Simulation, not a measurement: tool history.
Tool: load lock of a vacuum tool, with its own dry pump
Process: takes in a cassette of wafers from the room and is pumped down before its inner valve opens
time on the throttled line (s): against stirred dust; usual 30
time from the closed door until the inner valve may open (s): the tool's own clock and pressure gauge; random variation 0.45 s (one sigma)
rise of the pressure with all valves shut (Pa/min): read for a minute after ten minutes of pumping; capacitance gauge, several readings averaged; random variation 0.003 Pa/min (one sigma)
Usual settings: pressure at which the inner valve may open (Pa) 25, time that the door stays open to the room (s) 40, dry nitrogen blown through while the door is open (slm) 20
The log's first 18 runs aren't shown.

run	day	time on the throttled line (s)	pressure at which the inner valve may open (Pa)	time that the door stays open to the room (s)	dry nitrogen blown through while the door is open (slm)	hours that the pump has run since its overhaul	times that the door has closed on its seal	incoming humidity of the room's air, %	time from the closed door until the inner valve may open (s)	rise of the pressure with all valves shut (Pa/min)
19	375.821	21	25	40	20	11157	17534	40.3	50	0.023
20	390.712	21	25	40	20	11514	17991	48.5	50	0.022
21	411.771	39	25	38	20	12020	18636	44.7	62.3	0.02
22	437.3	39	25	38	20	12633	19419	46.3	62.8	0.015
23	453.367	38	24	81	31	13018	19912	41.6	61.7	0.02
24	477.483	38	20	81	45	13597	20651	45.4	62.6	0.018
25	497.138	38	20	81	45	14069	21254	45.1	61.9	0.014
26	522.404	38	42	81	45	14675	22028	46.2	61	0.017

The next listed run, before its measurement:
27	533.642	30	25	28	20	14945	22373	44.9	?	?

Run 27 gave time from the closed door until the inner valve may open (s) 56.7, rise of the pressure with all valves shut (Pa/min) 0.019.
Without the tool's hidden state the same run would have given time from the closed door until the inner valve may open (s) 56.6, rise of the pressure with all valves shut (Pa/min) 0.018.
